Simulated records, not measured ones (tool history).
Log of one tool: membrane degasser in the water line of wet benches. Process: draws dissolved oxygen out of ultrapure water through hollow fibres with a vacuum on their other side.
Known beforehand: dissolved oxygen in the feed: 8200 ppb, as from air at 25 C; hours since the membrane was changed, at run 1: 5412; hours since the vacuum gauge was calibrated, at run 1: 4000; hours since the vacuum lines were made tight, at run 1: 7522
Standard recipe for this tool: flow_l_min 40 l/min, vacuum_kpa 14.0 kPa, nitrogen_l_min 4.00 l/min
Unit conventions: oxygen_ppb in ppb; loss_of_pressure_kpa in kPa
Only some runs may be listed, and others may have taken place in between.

run	hour	flow_l_min	vacuum_kpa	nitrogen_l_min	hours since the membrane was changed	hours since the vacuum gauge was calibrated	hours since the vacuum lines were made tight	oxygen_ppb	loss_of_pressure_kpa
1	0.0	40	14.0	4.00	5412	4000	7522	295.4	38.53
2	82.0	40	14.0	4.00	5494	4082	7605	296.6	38.61
3	268.7	40	14.0	4.00	5681	4269	7791	295.7	38.65
# hour 336.0: seals of the vacuum lines changed
4	432.7	40	14.0	2.83	5843	4431	97	386.7	38.89
5	526.5	40	14.0	2.83	5937	4525	190	387.8	38.83
6	724.3	40	14.0	2.83	6134	4723	388	387.4	38.79
7	885.9	40	14.0	4.00	6296	4884	550	289.2	39.06
8	968.2	25	14.0	4.00	6378	4967	632	167.7	24.60
9	1080.0	43	14.0	8.82	6490	5078	744	188.0	42.06
10	1273.6	40	14.1	4.00	6684	5272	938	289.2	39.35
11	1388.8	40	14.0	7.63	6799	5387	1053	184.4	39.11
12	1571.3	27	14.1	7.24	6981	5570	1235	109.6	26.65
13	1709.3	31	8.6	1.90	7119	5708	1373	215.4	30.48
14	1862.0	31	8.6	1.90	7272	5860	1526	217.0	30.73
15	1996.1	27	14.0	3.16	7406	5994	1660	227.7	26.38
16	2100.9	40	19.6	4.00	7511	6099	1765	422.2	39.23

3 ways to go on from here, each from the tool as it stands after run 16. What would each give?
A	2192.2	45	19.6	4.00	7602	6191	1856	?	?
B	2192.2	40	17.5	1.73	7602	6191	1856	?	?
C	2192.2	34	17.4	2.40	7602	6191	1856	?	?

run	oxygen_ppb	loss_of_pressure_kpa
A	472.2	44.08
B	722.3	39.27
C	474.3	33.58
Had the tool no hidden state, the same runs would have come out as:
run	oxygen_ppb	loss_of_pressure_kpa
A	471.7	43.48
B	721.8	38.73
C	474.0	33.12
